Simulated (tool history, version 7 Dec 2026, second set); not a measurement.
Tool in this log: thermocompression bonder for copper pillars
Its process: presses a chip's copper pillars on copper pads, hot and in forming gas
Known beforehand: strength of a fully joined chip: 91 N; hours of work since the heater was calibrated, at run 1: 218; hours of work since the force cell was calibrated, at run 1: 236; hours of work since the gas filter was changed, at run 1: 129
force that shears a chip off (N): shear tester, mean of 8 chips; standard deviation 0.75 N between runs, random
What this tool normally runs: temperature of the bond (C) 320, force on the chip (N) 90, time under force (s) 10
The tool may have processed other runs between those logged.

run,hour,temperature of the bond (C),force on the chip (N),time under force (s),hours of work since the heater was calibrated,hours of work since the force cell was calibrated,hours of work since the gas filter was changed,force that shears a chip off (N)
1,0.0,320,90,10,218,236,129,52.3
2,5.5,320,90,10,222,239,132,52.2
3,10.5,320,90,10,225,243,136,52.5
4,17.6,320,118,10,229,247,140,57.3
5,26.3,320,118,10,235,253,146,57.7
6,33.9,320,118,10,240,258,151,57.5
7,39.8,296,90,10,244,262,155,41.3
# hour 42.8: forming gas filter changed
8,46.6,296,90,10,248,266,3,46.1
9,50.8,320,70,10,251,269,5,51.4

Run 10 comes next. What will it give?
10,58.9,320,70,10,256,274,11,?

force that shears a chip off (N): 51.3
Had the tool carried no hidden state, the very same run would have given force that shears a chip off (N) 50.3.
